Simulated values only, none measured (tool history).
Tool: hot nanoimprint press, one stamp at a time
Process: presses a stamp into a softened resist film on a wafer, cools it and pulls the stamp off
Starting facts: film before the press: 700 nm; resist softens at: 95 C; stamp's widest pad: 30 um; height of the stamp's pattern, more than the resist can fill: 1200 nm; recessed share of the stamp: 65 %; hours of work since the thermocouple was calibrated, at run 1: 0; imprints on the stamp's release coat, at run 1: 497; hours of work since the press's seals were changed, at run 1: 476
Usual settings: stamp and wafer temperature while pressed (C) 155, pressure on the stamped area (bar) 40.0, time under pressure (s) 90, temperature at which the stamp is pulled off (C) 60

run     day  stamp and wafer temperature while pressed (C)  pressure on the stamped area (bar)  time under pressure (s)  temperature at which the stamp is pulled off (C)  hours of work since the thermocouple was calibrated  imprints on the stamp's release coat  hours of work since the press's seals were changed  resist left under the stamp's widest pad (angstrom)  greatest force while the stamp is pulled off (N)
  1   0.000                                            155                                40.0                       90                                                60                                                    0                                   497                                                 476                                                 2724                                               144
  2   1.238                                            155                                40.0                       90                                                60                                                   22                                   648                                                 498                                                 2743                                               153
      1.912  -- stamp cleaned and given a new release coat
  3   2.700                                            155                                40.0                       90                                                60                                                   43                                    96                                                 519                                                 2723                                               140
  4   4.088                                            155                                40.0                       90                                                60                                                   68                                   265                                                 544                                                 2688                                               136
  5   6.496                                            155                                40.0                       90                                                60                                                  111                                   559                                                 587                                                 2671                                               142
      7.875  -- stamp cleaned and given a new release coat
  6   8.679                                            155                                40.0                       90                                                60                                                  145                                    98                                                 621                                                 2650                                               134
  7  10.225                                            155                                40.0                       90                                                60                                                  172                                   287                                                 648                                                 2660                                               130
     11.000  -- press's hydraulic seals changed and the load cell set to zero
  8  13.188                                            155                                40.0                       90                                                60                                                  219                                   608                                                  39                                                 2549                                               145
     14.292  -- stamp cleaned and given a new release coat
  9  15.171                                            155                                40.0                       90                                                60                                                  249                                   107                                                  69                                                 2523                                               129
 10  17.108                                            155                                40.0                       90                                                60                                                  284                                   343                                                 104                                                 2514                                               134
     17.354  -- plate thermocouple calibrated
     20.450  -- stamp cleaned and given a new release coat
 11  20.450                                            155                                40.0                       90                                                60                                                   50                                     0                                                 156                                                 2421                                               130
 12  23.138                                            155                                40.0                       90                                                60                                                   98                                   328                                                 204                                                 2410                                               132
 13  24.396                                            155                                40.0                       90                                                60                                                  120                                   482                                                 226                                                 2396                                               138
     26.496  -- stamp cleaned and given a new release coat
 14  27.550                                            155                                40.0                       90                                                60                                                  172                                   128                                                 277                                                 2362                                               125
 15  30.425                                            144                                54.8                       46                                                62                                                  222                                   479                                                 328                                                 4019                                               134
     32.629  -- stamp cleaned and given a new release coat
 16  33.025                                            145                                54.8                       58                                                55                                                  264                                    48                                                 370                                                 3564                                               135
     34.250  -- plate thermocouple calibrated, once more
 17  35.238                                            155                                26.6                      124                                                46                                                   17                                   303                                                 407                                                 3095                                               154
 18  36.775                                            155                                26.6                      124                                                46                                                   45                                   490                                                 434                                                 3079                                               156
     38.788  -- stamp cleaned and given a new release coat
 19  38.971                                            165                                52.2                       90                                                60                                                   79                                    22                                                 468                                                 1467                                               125
 20  40.396                                            155                                40.0                      112                                                60                                                  104                                   196                                                 494                                                 2496                                               134
 21  41.696                                            145                                40.0                      145                                                60                                                  127                                   354                                                 517                                                 3603                                               141
 22  42.992                                            164                                63.9                      133                                                47                                                  150                                   512                                                 540                                                 1163                                               157
     44.808  -- stamp cleaned and given a new release coat
 23  45.938                                            147                                29.9                       52                                                65                                                  198                                   138                                                 587                                                 4902                                               121
 24  48.221                                            148                                40.0                       90                                                52                                                  238                                   416                                                 628                                                 3587                                               149
     50.171  -- press's hydraulic seals changed and the load cell set to zero
     51.267  -- stamp cleaned and given a new release coat
     51.608  -- plate thermocouple calibrated
 25  51.608                                            155                                41.7                       90                                                60                                                    0                                    27                                                  19                                                 2657                                               128
 26  53.538                                            160                                41.7                       90                                                62                                                   34                                   263                                                  53                                                 2084                                               131
 27  56.050                                            165                                30.8                       90                                                63                                                   79                                   569                                                  97                                                 2014                                               134
     57.496  -- stamp cleaned and given a new release coat
 28  59.238                                            158                                62.1                       90                                                60                                                  131                                   212                                                 149                                                 1734                                               133

Alternative continuations, all from the tool just after run 28; predict every row:
  A  60.796                                            149                                62.1                       90                                                60                                                  158                                   403                                                 177                                                    ?                                                 ?
  B  60.796                                            158                                24.3                       90                                                60                                                  158                                   403                                                 177                                                    ?                                                 ?
  C  60.796                                            159                                50.4                       90                                                60                                                  158                                   403                                                 177                                                    ?                                                 ?
  D  60.796                                            156                                40.0                       90                                                60                                                  158                                   403                                                 177                                                    ?                                                 ?

run  resist left under the stamp's widest pad (angstrom)  greatest force while the stamp is pulled off (N)
  A                                                 2663                                               139
  B                                                 3059                                               136
  C                                                 1895                                               137
  D                                                 2507                                               139
With the hidden condition removed and each run's random variation left untouched, the same runs would have given:
run  resist left under the stamp's widest pad (angstrom)  greatest force while the stamp is pulled off (N)
  A                                                 2734                                               127
  B                                                 3143                                               125
  C                                                 1943                                               126
  D                                                 2575                                               128
